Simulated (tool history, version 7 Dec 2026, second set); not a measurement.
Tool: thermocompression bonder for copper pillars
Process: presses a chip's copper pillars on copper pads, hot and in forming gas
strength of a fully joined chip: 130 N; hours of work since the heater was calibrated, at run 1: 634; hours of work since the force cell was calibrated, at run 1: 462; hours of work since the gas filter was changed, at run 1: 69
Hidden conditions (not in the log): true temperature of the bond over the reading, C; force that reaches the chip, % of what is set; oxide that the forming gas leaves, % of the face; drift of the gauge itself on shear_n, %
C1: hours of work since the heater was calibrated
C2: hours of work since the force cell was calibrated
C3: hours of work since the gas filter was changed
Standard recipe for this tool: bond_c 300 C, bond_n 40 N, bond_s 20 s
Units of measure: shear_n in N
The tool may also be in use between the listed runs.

run 1 hour=0.0 | bond_c=300 bond_n=40 bond_s=20 | C1=634 C2=462 C3=69 | shear_n=47.4
run 2 hour=39.0 | bond_c=319 bond_n=40 bond_s=20 | C1=653 C2=482 C3=89 | shear_n=56.4
run 3 hour=84.2 | bond_c=300 bond_n=40 bond_s=26 | C1=676 C2=505 C3=112 | shear_n=49.3
run 4 hour=145.3 | bond_c=300 bond_n=40 bond_s=26 | C1=707 C2=536 C3=143 | shear_n=49.6
run 5 hour=205.5 | bond_c=300 bond_n=40 bond_s=20 | C1=738 C2=567 C3=174 | shear_n=43.9
run 6 hour=231.1 | bond_c=300 bond_n=40 bond_s=20 | C1=751 C2=580 C3=187 | shear_n=45.1
run 7 hour=266.6 | bond_c=300 bond_n=51 bond_s=20 | C1=769 C2=598 C3=205 | shear_n=49.4
run 8 hour=311.2 | bond_c=300 bond_n=52 bond_s=20 | C1=792 C2=621 C3=228 | shear_n=48.4
run 9 hour=368.1 | bond_c=300 bond_n=40 bond_s=20 | C1=821 C2=650 C3=257 | shear_n=41.6
-- hour=407.3 forming gas filter changed
run 10 hour=431.2 | bond_c=285 bond_n=53 bond_s=52 | C1=853 C2=681 C3=12 | shear_n=62.7
run 11 hour=483.7 | bond_c=307 bond_n=56 bond_s=54 | C1=879 C2=708 C3=39 | shear_n=79.7
run 12 hour=522.6 | bond_c=307 bond_n=56 bond_s=54 | C1=899 C2=728 C3=59 | shear_n=80.1
-- hour=569.4 heater calibrated with a thermocouple chip
run 13 hour=584.4 | bond_c=307 bond_n=35 bond_s=54 | C1=8 C2=758 C3=89 | shear_n=73.3
run 14 hour=632.1 | bond_c=302 bond_n=35 bond_s=57 | C1=32 C2=783 C3=113 | shear_n=71.0
run 15 hour=660.1 | bond_c=270 bond_n=35 bond_s=20 | C1=46 C2=797 C3=128 | shear_n=32.0
run 16 hour=718.7 | bond_c=270 bond_n=35 bond_s=20 | C1=76 C2=827 C3=157 | shear_n=32.1
run 17 hour=776.1 | bond_c=304 bond_n=31 bond_s=15 | C1=105 C2=856 C3=187 | shear_n=39.3
run 18 hour=837.4 | bond_c=324 bond_n=50 bond_s=13 | C1=136 C2=887 C3=218 | shear_n=57.7

Hidden state or all else? Some run-to-run changes of shear_n, split into what the settings, what came in and random variation would give without the hidden state, and what is left for the hidden state (with any gauge scatter that isn't in both results):
Run 12 -> 13: bond_n 56 -> 35, heater calibrated with a thermocouple chip. shear_n -6.8 N: hidden state +9.6, all else -16.4.
Run 14 -> 15: bond_c 302 -> 270, bond_s 57 -> 20. shear_n -39.0 N: hidden state +2.1, all else -41.1.
